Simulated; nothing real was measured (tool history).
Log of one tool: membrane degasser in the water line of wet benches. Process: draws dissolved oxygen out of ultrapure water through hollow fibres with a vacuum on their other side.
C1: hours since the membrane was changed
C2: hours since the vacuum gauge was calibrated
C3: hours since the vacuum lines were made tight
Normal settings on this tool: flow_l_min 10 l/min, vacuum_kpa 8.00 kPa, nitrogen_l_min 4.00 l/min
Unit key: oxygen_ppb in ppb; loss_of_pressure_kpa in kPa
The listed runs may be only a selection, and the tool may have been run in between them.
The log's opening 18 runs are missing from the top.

{"run": 19, "day": 139.629, "flow_l_min": 15, "vacuum_kpa": 8.19, "nitrogen_l_min": 3.09, "C1": 5744, "C2": 3479, "C3": 376, "oxygen_ppb": 229.4, "loss_of_pressure_kpa": 105.28}
{"run": 20, "day": 148.108, "flow_l_min": 15, "vacuum_kpa": 9.77, "nitrogen_l_min": 3.09, "C1": 5948, "C2": 3682, "C3": 580, "oxygen_ppb": 255.3, "loss_of_pressure_kpa": 105.54}
{"run": 21, "day": 153.125, "flow_l_min": 15, "vacuum_kpa": 9.77, "nitrogen_l_min": 3.09, "C1": 6068, "C2": 3803, "C3": 700, "oxygen_ppb": 262.4, "loss_of_pressure_kpa": 105.09}
{"run": 22, "day": 158.425, "flow_l_min": 10, "vacuum_kpa": 11.42, "nitrogen_l_min": 4.0, "C1": 6196, "C2": 3930, "C3": 827, "oxygen_ppb": 94.9, "loss_of_pressure_kpa": 71.13}
{"run": 23, "day": 169.288, "flow_l_min": 10, "vacuum_kpa": 11.42, "nitrogen_l_min": 4.0, "C1": 6456, "C2": 4191, "C3": 1088, "oxygen_ppb": 94.1, "loss_of_pressure_kpa": 70.82}
{"run": 24, "day": 174.158, "flow_l_min": 10, "vacuum_kpa": 11.42, "nitrogen_l_min": 4.0, "C1": 6573, "C2": 4307, "C3": 1205, "oxygen_ppb": 93.7, "loss_of_pressure_kpa": 71.27}
{"run": 25, "day": 181.117, "flow_l_min": 10, "vacuum_kpa": 11.42, "nitrogen_l_min": 3.23, "C1": 6740, "C2": 4474, "C3": 1372, "oxygen_ppb": 107.6, "loss_of_pressure_kpa": 71.06}
{"run": 26, "day": 189.004, "flow_l_min": 13, "vacuum_kpa": 16.57, "nitrogen_l_min": 4.0, "C1": 6929, "C2": 4664, "C3": 1561, "oxygen_ppb": 226.9, "loss_of_pressure_kpa": 93.01}
{"run": 27, "day": 194.946, "flow_l_min": 13, "vacuum_kpa": 9.86, "nitrogen_l_min": 4.0, "C1": 7072, "C2": 4806, "C3": 1704, "oxygen_ppb": 178.1, "loss_of_pressure_kpa": 93.56}
{"run": 28, "day": 204.267, "flow_l_min": 12, "vacuum_kpa": 8.0, "nitrogen_l_min": 4.0, "C1": 7296, "C2": 5030, "C3": 1927, "oxygen_ppb": 130.4, "loss_of_pressure_kpa": 86.03}
{"run": 29, "day": 213.712, "flow_l_min": 11, "vacuum_kpa": 8.0, "nitrogen_l_min": 2.6, "C1": 7522, "C2": 5257, "C3": 2154, "oxygen_ppb": 122.9, "loss_of_pressure_kpa": 79.73}
{"day": 216.271, "done": "vacuum gauge calibrated"}
{"run": 30, "day": 220.317, "flow_l_min": 11, "vacuum_kpa": 8.0, "nitrogen_l_min": 2.6, "C1": 7680, "C2": 97, "C3": 2312, "oxygen_ppb": 117.9, "loss_of_pressure_kpa": 79.98}

Run 31 comes next. What will it give?
{"run": 31, "day": 226.342, "flow_l_min": 6, "vacuum_kpa": 7.72, "nitrogen_l_min": 1.98, "C1": 7825, "C2": 242, "C3": 2457, "oxygen_ppb": "?", "loss_of_pressure_kpa": "?"}

Logged for run 31: oxygen_ppb 40.5 ppb, loss_of_pressure_kpa 43.40 kPa.
Without the tool's hidden state the same run would have given oxygen_ppb 35.3 ppb, loss_of_pressure_kpa 37.97 kPa.
